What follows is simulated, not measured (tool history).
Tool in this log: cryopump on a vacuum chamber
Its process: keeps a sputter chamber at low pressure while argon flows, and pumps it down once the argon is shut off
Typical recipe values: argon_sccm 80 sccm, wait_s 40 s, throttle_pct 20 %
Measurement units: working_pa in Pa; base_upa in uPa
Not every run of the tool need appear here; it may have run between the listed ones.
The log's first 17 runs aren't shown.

run	hour	argon_sccm	wait_s	throttle_pct	hours of work since the pump was warmed up and emptied	hours of work since the cold head was overhauled	hours of work since the chamber's fittings were tightened	working_pa	base_upa
18	1115.7	80	40	20	214	3287	919	0.3933	1.71
19	1164.8	80	40	20	252	3325	957	0.3916	1.75
20	1244.8	158	71	40	314	3387	1020	0.4164	1.16
21	1310.6	158	71	40	366	3439	1071	0.4225	1.20
# hour 1358.8: pump warmed up, emptied and cooled again
22	1413.1	158	71	40	42	3515	1147	0.3804	1.12
23	1499.0	158	71	40	109	3582	1214	0.3890	1.12
24	1571.7	35	75	34	166	3638	1270	0.1021	1.15
25	1628.6	35	23	31	210	3682	1315	0.1138	2.80
26	1717.6	41	165	31	279	3752	1384	0.1338	0.86

The next listed run, before its measurement:
27	1796.9	35	40	20	341	3813	1446	?	?

{"run 27": {"working_pa": 0.175, "base_upa": 1.82}}
With the hidden condition absent and the run-to-run variation left alone, this run would have shown working_pa 0.1650 Pa, base_upa 1.43 uPa.
